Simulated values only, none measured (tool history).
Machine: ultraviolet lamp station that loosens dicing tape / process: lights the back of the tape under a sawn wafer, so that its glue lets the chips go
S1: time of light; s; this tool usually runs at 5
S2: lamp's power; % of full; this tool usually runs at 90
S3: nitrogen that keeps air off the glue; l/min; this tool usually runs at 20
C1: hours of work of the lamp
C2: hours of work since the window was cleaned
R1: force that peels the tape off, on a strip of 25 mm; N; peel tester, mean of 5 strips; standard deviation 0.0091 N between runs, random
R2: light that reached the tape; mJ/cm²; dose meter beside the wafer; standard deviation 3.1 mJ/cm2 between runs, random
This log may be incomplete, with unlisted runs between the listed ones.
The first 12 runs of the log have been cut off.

run	hour	S1	S2	S3	C1	C2	R1	R2
13	270.7	3	90	20	327	225	1.476	238
14	297.7	5	90	20	346	244	0.560	390
15	311.0	5	90	20	355	254	0.569	391
16	323.5	2	90	20	364	263	2.607	159
17	351.5	2	90	20	384	283	2.645	156
18	364.1	8	92	17	393	291	0.229	624
19	393.7	2	69	40	414	313	2.967	113
20	412.3	3	90	40	427	326	1.220	227
21	428.4	5	90	6	439	337	1.312	371
22	442.9	8	90	13	449	347	0.299	588
23	459.8	8	90	13	461	359	0.306	589
24	482.4	6	70	7	477	375	1.406	342
25	501.0	6	70	8	490	389	1.390	336
26	527.3	6	94	13	509	407	0.566	457
27	543.5	8	90	18	520	419	0.277	572
# hour 546.3: window cleaned of glue's vapour
28	557.1	3	79	33	530	8	1.653	197
29	582.2	2	64	20	547	26	3.747	105
30	594.7	2	64	20	556	34	3.592	105
31	621.2	5	81	10	575	53	1.283	325
32	638.7	5	73	10	587	66	1.531	294
33	660.6	5	90	28	603	81	0.559	355

Each row is a separate what-if for the run after 33, all from the same tool condition, not one after another. Results?
A	680.6	5	100	17	617	95	?	?
B	680.6	5	93	20	617	95	?	?
C	680.6	4	88	18	617	95	?	?

run	R1	R2
A	0.620	397
B	0.667	368
C	1.233	281
Without the tool's hidden state the same runs would have given:
run	R1	R2
A	0.340	519
B	0.365	483
C	0.722	368

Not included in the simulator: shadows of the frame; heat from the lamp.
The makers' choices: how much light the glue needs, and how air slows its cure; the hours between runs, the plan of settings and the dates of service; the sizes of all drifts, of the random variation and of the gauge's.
